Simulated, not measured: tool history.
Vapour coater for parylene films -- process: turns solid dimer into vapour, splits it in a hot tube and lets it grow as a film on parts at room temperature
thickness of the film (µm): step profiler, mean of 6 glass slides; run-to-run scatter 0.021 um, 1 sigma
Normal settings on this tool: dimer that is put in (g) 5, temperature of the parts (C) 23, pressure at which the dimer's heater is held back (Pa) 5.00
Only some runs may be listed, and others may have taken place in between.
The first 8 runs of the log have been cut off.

| run | hour | dimer that is put in (g) | temperature of the parts (C) | pressure at which the dimer's heater is held back (Pa) | hours of work since the trap's valve was overhauled | hours of work since the table's thermometer was calibrated | thickness of the film (µm) |
|---|---|---|---|---|---|---|---|
| 9 | 367.3 | 5 | 23 | 5.00 | 79 | 275 | 3.00 |
| 10 | 406.5 | 5 | 34 | 5.00 | 108 | 305 | 2.06 |
| 11 | 436.9 | 5 | 34 | 5.00 | 131 | 328 | 2.01 |
| 12 | 473.5 | 5 | 23 | 5.00 | 159 | 355 | 2.90 |
| 13 | 512.8 | 5 | 23 | 5.00 | 189 | 385 | 2.84 |
| 14 | 550.5 | 5 | 23 | 5.00 | 217 | 414 | 2.77 |
| 15 | 600.5 | 5 | 23 | 5.00 | 255 | 451 | 2.75 |
| 16 | 662.8 | 5 | 23 | 5.00 | 302 | 499 | 2.68 |
| 17 | 688.6 | 3 | 23 | 5.00 | 322 | 518 | 1.57 |
|  | 717.6 | trap's valve overhauled |
| 18 | 725.4 | 3 | 23 | 5.00 | 6 | 543 | 1.86 |
| 19 | 773.0 | 3 | 23 | 5.00 | 42 | 579 | 1.82 |
| 20 | 814.6 | 5 | 23 | 2.02 | 73 | 610 | 3.60 |
| 21 | 869.1 | 5 | 23 | 5.00 | 115 | 652 | 2.98 |
| 22 | 923.5 | 4 | 16 | 3.04 | 156 | 693 | 3.22 |
| 23 | 965.2 | 5 | 18 | 3.78 | 187 | 724 | 3.59 |
| 24 | 994.6 | 5 | 23 | 2.25 | 210 | 747 | 3.35 |
| 25 | 1033.0 | 7 | 15 | 5.56 | 239 | 776 | 4.99 |
| 26 | 1066.0 | 7 | 23 | 5.00 | 264 | 801 | 3.90 |

Run 27, settings as shown, results not yet in. Your forecast:
|  | 1096.6 | table's thermometer calibrated |
| 27 | 1123.3 | 5 | 32 | 2.37 | 306 | 20 | ? |

Run 27 came out at thickness of the film (µm) 2.27.
Without the tool's hidden state the same run would have given thickness of the film (µm) 2.60.
